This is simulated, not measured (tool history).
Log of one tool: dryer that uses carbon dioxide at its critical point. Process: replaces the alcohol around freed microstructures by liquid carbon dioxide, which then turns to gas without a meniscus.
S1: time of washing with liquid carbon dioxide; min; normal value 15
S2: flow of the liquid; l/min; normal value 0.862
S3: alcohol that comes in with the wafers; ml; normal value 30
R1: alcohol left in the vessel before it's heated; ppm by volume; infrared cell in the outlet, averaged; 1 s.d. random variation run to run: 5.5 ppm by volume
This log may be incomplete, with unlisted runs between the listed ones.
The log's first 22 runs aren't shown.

{"run": 23, "hour": 147.3, "S1": 15, "S2": 0.862, "S3": 30, "R1": 300}
{"run": 24, "hour": 156.9, "S1": 15, "S2": 0.862, "S3": 30, "R1": 310}
{"run": 25, "hour": 162.3, "S1": 15, "S2": 0.862, "S3": 30, "R1": 320}
{"run": 26, "hour": 167.9, "S1": 15, "S2": 0.862, "S3": 30, "R1": 317}
{"run": 27, "hour": 174.9, "S1": 15, "S2": 0.862, "S3": 30, "R1": 319}
{"run": 28, "hour": 181.2, "S1": 15, "S2": 1.257, "S3": 39, "R1": 86}
{"run": 29, "hour": 189.1, "S1": 13, "S2": 1.004, "S3": 29, "R1": 309}
{"hour": 194.8, "done": "inlet filter changed"}
{"run": 30, "hour": 196.0, "S1": 13, "S2": 1.004, "S3": 29, "R1": 155}
{"run": 31, "hour": 203.6, "S1": 13, "S2": 1.004, "S3": 29, "R1": 149}
{"run": 32, "hour": 208.4, "S1": 18, "S2": 0.932, "S3": 20, "R1": 33}
{"run": 33, "hour": 214.3, "S1": 15, "S2": 0.841, "S3": 79, "R1": 466}
{"run": 34, "hour": 219.6, "S1": 15, "S2": 0.841, "S3": 52, "R1": 312}
{"run": 35, "hour": 229.2, "S1": 24, "S2": 0.56, "S3": 120, "R1": 545}
{"run": 36, "hour": 238.5, "S1": 24, "S2": 0.862, "S3": 120, "R1": 67}
{"run": 37, "hour": 248.5, "S1": 12, "S2": 1.178, "S3": 88, "R1": 335}
{"run": 38, "hour": 254.0, "S1": 12, "S2": 0.962, "S3": 61, "R1": 580}
{"run": 39, "hour": 262.3, "S1": 17, "S2": 1.304, "S3": 61, "R1": 22}
{"run": 40, "hour": 268.4, "S1": 17, "S2": 1.304, "S3": 61, "R1": 29}
{"run": 41, "hour": 278.6, "S1": 17, "S2": 1.304, "S3": 61, "R1": 30}
{"run": 42, "hour": 288.7, "S1": 13, "S2": 0.799, "S3": 61, "R1": 912}
{"run": 43, "hour": 297.9, "S1": 13, "S2": 0.799, "S3": 61, "R1": 873}
{"run": 44, "hour": 303.2, "S1": 15, "S2": 0.862, "S3": 59, "R1": 386}
{"run": 45, "hour": 309.9, "S1": 21, "S2": 1.277, "S3": 59, "R1": 12}
{"run": 46, "hour": 317.6, "S1": 9, "S2": 1.174, "S3": 70, "R1": 986}
{"run": 47, "hour": 326.1, "S1": 13, "S2": 0.839, "S3": 70, "R1": 899}

Below are 3 alternative next runs, each starting from the tool's condition after run 47. Predict each:
{"run": "A", "hour": 332.2, "S1": 15, "S2": 0.723, "S3": 30, "R1": "?"}
{"run": "B", "hour": 332.2, "S1": 17, "S2": 0.839, "S3": 70, "R1": "?"}
{"run": "C", "hour": 332.2, "S1": 15, "S2": 1.228, "S3": 56, "R1": "?"}

run=A R1=423
run=B R1=319
run=C R1=84
Without the tool's hidden state the same runs would have given:
run=A R1=321
run=B R1=221
run=C R1=48
